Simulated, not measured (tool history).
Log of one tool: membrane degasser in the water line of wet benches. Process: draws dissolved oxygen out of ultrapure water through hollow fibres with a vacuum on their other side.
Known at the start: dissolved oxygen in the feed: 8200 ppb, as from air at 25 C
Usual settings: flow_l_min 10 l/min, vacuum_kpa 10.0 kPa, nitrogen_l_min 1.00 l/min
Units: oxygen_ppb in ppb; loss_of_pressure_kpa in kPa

| run | hour | flow_l_min | vacuum_kpa | nitrogen_l_min | oxygen_ppb | loss_of_pressure_kpa |
|---|---|---|---|---|---|---|
| 1 | 0.0 | 10 | 10.0 | 1.00 | 203.5 | 43.86 |
| 2 | 74.7 | 10 | 10.0 | 1.00 | 207.6 | 43.66 |
| 3 | 167.7 | 11 | 10.0 | 1.00 | 240.2 | 48.23 |
| 4 | 276.2 | 11 | 10.0 | 1.00 | 239.8 | 48.26 |
| 5 | 367.4 | 11 | 10.0 | 1.00 | 243.2 | 48.02 |
| 6 | 504.5 | 10 | 10.0 | 0.66 | 279.3 | 43.84 |
| 7 | 667.4 | 10 | 10.0 | 0.66 | 279.0 | 44.11 |
| 8 | 803.9 | 10 | 10.0 | 0.66 | 279.4 | 44.02 |
|  | 821.0 | vacuum gauge calibrated |
| 9 | 969.4 | 10 | 10.0 | 0.93 | 212.8 | 44.21 |
| 10 | 1054.5 | 10 | 10.0 | 0.93 | 212.2 | 44.00 |
| 11 | 1149.4 | 10 | 10.0 | 1.00 | 203.2 | 43.87 |
| 12 | 1316.3 | 10 | 16.4 | 1.00 | 349.3 | 44.25 |
| 13 | 1448.5 | 10 | 16.4 | 1.00 | 345.9 | 44.03 |
| 14 | 1552.9 | 10 | 16.4 | 1.00 | 355.9 | 44.29 |
| 15 | 1677.6 | 10 | 16.4 | 1.00 | 346.9 | 44.13 |
| 16 | 1804.8 | 10 | 16.4 | 1.00 | 353.1 | 43.99 |
| 17 | 1946.2 | 10 | 16.4 | 1.00 | 346.5 | 44.09 |
| 18 | 2039.9 | 10 | 16.4 | 1.00 | 346.8 | 44.21 |
| 19 | 2135.6 | 13 | 6.1 | 2.01 | 171.0 | 57.39 |
| 20 | 2225.1 | 10 | 7.0 | 1.30 | 114.9 | 44.10 |
| 21 | 2394.0 | 14 | 21.4 | 0.67 | 916.5 | 61.66 |
| 22 | 2512.1 | 14 | 21.4 | 0.67 | 908.2 | 62.01 |
| 23 | 2669.1 | 10 | 11.0 | 1.09 | 213.3 | 44.06 |
| 24 | 2778.4 | 11 | 13.9 | 2.29 | 192.9 | 48.48 |
| 25 | 2955.1 | 11 | 6.3 | 2.29 | 105.7 | 48.69 |
| 26 | 3119.3 | 7 | 9.8 | 1.95 | 67.7 | 30.76 |
| 27 | 3207.8 | 7 | 9.8 | 1.95 | 67.3 | 31.02 |
| 28 | 3370.6 | 7 | 9.8 | 1.95 | 68.0 | 31.10 |

4 ways to go on from here, each from the tool as it stands after run 28. What would each give?
| A | 3482.6 | 8 | 9.8 | 1.95 | ? | ? |
| B | 3482.6 | 6 | 9.8 | 1.95 | ? | ? |
| C | 3482.6 | 7 | 18.3 | 1.95 | ? | ? |
| D | 3482.6 | 10 | 6.0 | 1.16 | ? | ? |

| run | oxygen_ppb | loss_of_pressure_kpa |
|---|---|---|
| A | 85.3 | 34.97 |
| B | 55.8 | 26.27 |
| C | 145.7 | 30.79 |
| D | 105.0 | 44.18 |
Without the tool's hidden state the same runs would have given:
| run | oxygen_ppb | loss_of_pressure_kpa |
|---|---|---|
| A | 81.1 | 34.54 |
| B | 52.5 | 25.95 |
| C | 138.5 | 30.42 |
| D | 100.1 | 43.65 |

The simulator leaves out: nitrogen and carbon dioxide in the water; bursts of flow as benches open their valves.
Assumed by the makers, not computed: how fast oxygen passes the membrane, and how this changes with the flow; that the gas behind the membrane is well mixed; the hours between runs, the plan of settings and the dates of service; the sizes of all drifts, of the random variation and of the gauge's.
